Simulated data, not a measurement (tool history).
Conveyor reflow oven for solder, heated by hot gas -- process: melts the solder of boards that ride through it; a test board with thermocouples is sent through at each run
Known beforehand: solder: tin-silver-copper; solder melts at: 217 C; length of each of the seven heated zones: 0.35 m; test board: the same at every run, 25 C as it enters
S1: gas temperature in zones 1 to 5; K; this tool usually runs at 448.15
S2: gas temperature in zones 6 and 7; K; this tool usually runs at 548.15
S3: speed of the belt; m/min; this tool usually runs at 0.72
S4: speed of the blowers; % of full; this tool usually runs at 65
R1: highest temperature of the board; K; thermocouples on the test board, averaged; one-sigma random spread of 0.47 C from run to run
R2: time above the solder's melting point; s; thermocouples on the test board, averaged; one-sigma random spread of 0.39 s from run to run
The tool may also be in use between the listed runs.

run,day,S1,S2,S3,S4,R1,R2
1,0,448.15,548.15,0.72,65,526.35,45
2,2.317,448.15,548.15,0.72,65,525.95,44.7
# day 3.283: belt drive overhauled, speed set with a stopwatch
3,4.154,448.15,548.15,0.72,65,524.55,42.8
4,7.112,448.15,548.15,0.72,65,525.15,43.1
5,10.171,448.15,548.15,0.72,65,524.25,41.8
6,12.196,448.15,548.15,0.72,65,523.75,41.7
7,13.825,448.15,548.15,0.72,65,523.15,41.1
# day 14.412: thermocouples of zones 6 and 7 changed
8,16.85,456.15,548.15,0.72,65,526.15,45.8
# day 18.567: flux residue cleaned out of gas plates and filters
9,19.538,456.15,548.15,0.72,65,529.05,48.2
10,22.167,458.15,561.15,0.647,65,545.85,61.7
11,25.025,455.15,561.15,0.657,61,541.05,57.9
12,27.729,458.15,562.15,0.859,58,530.25,39.6

Hidden state or all else? Some run-to-run changes of R1, split into what the settings, what came in and random variation would give without the hidden state, and what is left for the hidden state (with any gauge scatter that isn't in both results):
Hidden state at play: heat that the gas passes to the board, % of a clean oven's; belt's true speed, % of the reading; true gas temperature in zones 6 and 7 over the reading, C; drift of the gauge itself on peak_c, C; drift of the gauge itself on liquid_s, %.
Run 8 -> 9: flux residue cleaned out of gas plates and filters. R1 +2.9 K: hidden state +3.5, all else -0.6.
Run 9 -> 10: S1 456.15 -> 458.15, S2 548.15 -> 561.15, S3 0.72 -> 0.647. R1 +16.8 K: hidden state -0.6, all else +17.4.
